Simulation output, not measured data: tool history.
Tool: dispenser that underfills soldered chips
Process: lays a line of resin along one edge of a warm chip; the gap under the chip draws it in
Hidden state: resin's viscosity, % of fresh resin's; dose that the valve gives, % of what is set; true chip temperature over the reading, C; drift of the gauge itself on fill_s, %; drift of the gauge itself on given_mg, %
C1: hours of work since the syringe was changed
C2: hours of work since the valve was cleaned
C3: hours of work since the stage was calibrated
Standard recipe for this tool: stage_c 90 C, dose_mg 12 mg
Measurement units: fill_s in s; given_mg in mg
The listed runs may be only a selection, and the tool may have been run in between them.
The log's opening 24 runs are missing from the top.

Run 25, hour 122.3: usual settings but stage_c 100 C, dose_mg 10.9 mg; C1 7; C2 60; C3 115. Result: fill_s 168.2 s, given_mg 10.64 mg.
At hour 124.5: new syringe of resin.
Run 26, hour 129.1: usual settings but dose_mg 13.2 mg; C1 3; C2 64; C3 120. Result: fill_s 196.4 s, given_mg 12.9 mg.
Run 27, hour 133.7: usual settings but stage_c 85 C, dose_mg 14.2 mg; C1 6; C2 67; C3 123. Result: fill_s 293.2 s, given_mg 13.68 mg.
At hour 136.3: new syringe of resin.
Run 28, hour 138.8: usual settings but stage_c 85 C, dose_mg 14.2 mg; C1 2; C2 71; C3 126. Result: fill_s 215.5 s, given_mg 13.64 mg.
Run 29, hour 145.2: usual settings but stage_c 85 C, dose_mg 14.2 mg; C1 6; C2 75; C3 131. Result: fill_s 288.4 s, given_mg 13.69 mg.
At hour 148.2: new syringe of resin.
Run 30, hour 151.7: usual settings but stage_c 99 C, dose_mg 12.4 mg; C1 2; C2 79; C3 135. Result: fill_s 126 s, given_mg 11.87 mg.
Run 31, hour 157.5: usual settings but stage_c 102 C, dose_mg 15.5 mg; C1 6; C2 83; C3 139. Result: fill_s 141.6 s, given_mg 14.96 mg.
At hour 160: new syringe of resin.
Run 32, hour 162.2: usual settings but stage_c 82 C, dose_mg 10.3 mg; C1 2; C2 86; C3 142. Result: fill_s 270.8 s, given_mg 9.85 mg.
Run 33, hour 167.2: usual settings but stage_c 82 C, dose_mg 10.3 mg; C1 5; C2 90; C3 146. Result: fill_s 339.9 s, given_mg 9.86 mg.
Run 34, hour 170.4: usual settings but stage_c 88 C, dose_mg 10.7 mg; C1 7; C2 92; C3 148. Result: fill_s 295 s, given_mg 10.21 mg.

Here are 4 independent what-if runs from the current tool condition. What would each one return?
At hour 172: new syringe of resin.
Run A, hour 173.7: usual settings but stage_c 79 C, dose_mg 11.8 mg; C1 1; C2 94; C3 150. Result: fill_s ?, given_mg ?.
At hour 172: new syringe of resin.
Run B, hour 173.7: usual settings but stage_c 84 C, dose_mg 11.6 mg; C1 1; C2 94; C3 150. Result: fill_s ?, given_mg ?.
At hour 172: new syringe of resin.
Run C, hour 173.7: usual settings but dose_mg 10.5 mg; C1 1; C2 94; C3 150. Result: fill_s ?, given_mg ?.
At hour 172: new syringe of resin.
Run D, hour 173.7: usual settings but stage_c 83 C, dose_mg 15.1 mg; C1 1; C2 94; C3 150. Result: fill_s ?, given_mg ?.

run  fill_s  given_mg
  A   287.2     11.23
  B   231.7      11.1
  C   182.7     10.09
  D   230.6     14.32
Without the tool's unlogged condition, the same runs would have read:
run  fill_s  given_mg
  A   253.6     11.79
  B   204.7     11.64
  C   160.7     10.59
  D   205.6     15.02
